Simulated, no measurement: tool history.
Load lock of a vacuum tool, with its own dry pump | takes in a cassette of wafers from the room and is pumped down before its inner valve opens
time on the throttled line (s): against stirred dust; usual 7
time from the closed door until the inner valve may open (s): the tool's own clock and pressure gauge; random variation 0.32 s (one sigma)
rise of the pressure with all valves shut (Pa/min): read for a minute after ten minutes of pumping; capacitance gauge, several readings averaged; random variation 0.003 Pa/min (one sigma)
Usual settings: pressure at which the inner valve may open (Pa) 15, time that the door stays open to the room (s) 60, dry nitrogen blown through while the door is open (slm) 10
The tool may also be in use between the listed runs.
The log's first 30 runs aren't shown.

run,hour,time on the throttled line (s),pressure at which the inner valve may open (Pa),time that the door stays open to the room (s),dry nitrogen blown through while the door is open (slm),hours that the pump has run since its overhaul,times that the door has closed on its seal,"incoming humidity of the room's air, %",time from the closed door until the inner valve may open (s),rise of the pressure with all valves shut (Pa/min)
31,4675.6,7,13,115,10,5788,5533,45.1,19.3,0.086
32,4794.3,5,29,60,13,5907,5669,48.2,16.3,0.064
33,4896.3,9,15,204,10,6009,5787,47.1,20.6,0.109
34,5048.7,8,17,138,14,6161,5963,46.5,19.2,0.082
35,5224.4,8,17,138,14,6337,6166,46.3,19.4,0.088
36,5367.1,4,15,33,10,6479,6330,46.9,17.6,0.053
37,5570.8,7,15,60,14,6683,6565,40.3,19.1,0.060
38,5776.0,7,15,60,14,6888,6802,43.2,19.4,0.062

Forecast each of these 3 alternatives for the next run:
A,5974.9,10,15,60,10,7087,7032,43.5,?,?
B,5974.9,7,12,60,27,7087,7032,46.1,?,?
C,5974.9,7,29,60,10,7087,7032,44.0,?,?

run,time from the closed door until the inner valve may open (s),rise of the pressure with all valves shut (Pa/min)
A,21.3,0.066
B,19.6,0.057
C,18.8,0.067
Without the tool's hidden state the same runs would have given:
run,time from the closed door until the inner valve may open (s),rise of the pressure with all valves shut (Pa/min)
A,19.8,0.047
B,18.1,0.038
C,17.4,0.048
